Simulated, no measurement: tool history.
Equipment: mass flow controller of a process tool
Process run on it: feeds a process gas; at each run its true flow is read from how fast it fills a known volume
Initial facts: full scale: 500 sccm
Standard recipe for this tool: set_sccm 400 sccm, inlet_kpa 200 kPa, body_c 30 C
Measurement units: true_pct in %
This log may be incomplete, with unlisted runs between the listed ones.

Run 1, hour 0.0: usual settings. Result: true_pct 99.74 %.
Run 2, hour 331.1: usual settings. Result: true_pct 99.43 %.
Run 3, hour 675.1: usual settings. Result: true_pct 99.34 %.
Run 4, hour 955.1: usual settings but set_sccm 62 sccm. Result: true_pct 97.31 %.
Run 5, hour 1240.1: usual settings but set_sccm 110 sccm. Result: true_pct 97.43 %.
Run 6, hour 1487.7: usual settings but body_c 29 C. Result: true_pct 98.84 %.
Run 7, hour 1777.2: usual settings but body_c 29 C. Result: true_pct 98.62 %.
Run 8, hour 2039.8: usual settings but body_c 29 C. Result: true_pct 98.51 %.
Run 9, hour 2340.5: usual settings but set_sccm 399 sccm, inlet_kpa 227 kPa, body_c 28 C. Result: true_pct 98.21 %.
Run 10, hour 2553.0: usual settings but set_sccm 146 sccm, inlet_kpa 227 kPa, body_c 33 C. Result: true_pct 96.87 %.
Run 11, hour 2867.9: usual settings but set_sccm 271 sccm, body_c 20 C. Result: true_pct 97.10 %.
Run 12, hour 3026.2: usual settings but inlet_kpa 209 kPa. Result: true_pct 97.97 %.
Run 13, hour 3339.9: usual settings but set_sccm 381 sccm, inlet_kpa 153 kPa, body_c 26 C. Result: true_pct 98.00 %.
Run 14, hour 3500.6: usual settings but set_sccm 52 sccm, inlet_kpa 260 kPa. Result: true_pct 95.66 %.

Alternative continuations, all from the tool just after run 14; predict every row:
Run A, hour 3874.7: usual settings but set_sccm 194 sccm, inlet_kpa 268 kPa, body_c 26 C. Result: true_pct ?.
Run B, hour 3874.7: usual settings but set_sccm 117 sccm. Result: true_pct ?.
Run C, hour 3874.7: usual settings but body_c 21 C. Result: true_pct ?.

run  true_pct
  A     96.01
  B     96.14
  C     97.44
Had the tool no hidden state, the same runs would have come out as:
run  true_pct
  A     97.94
  B     98.07
  C     99.40
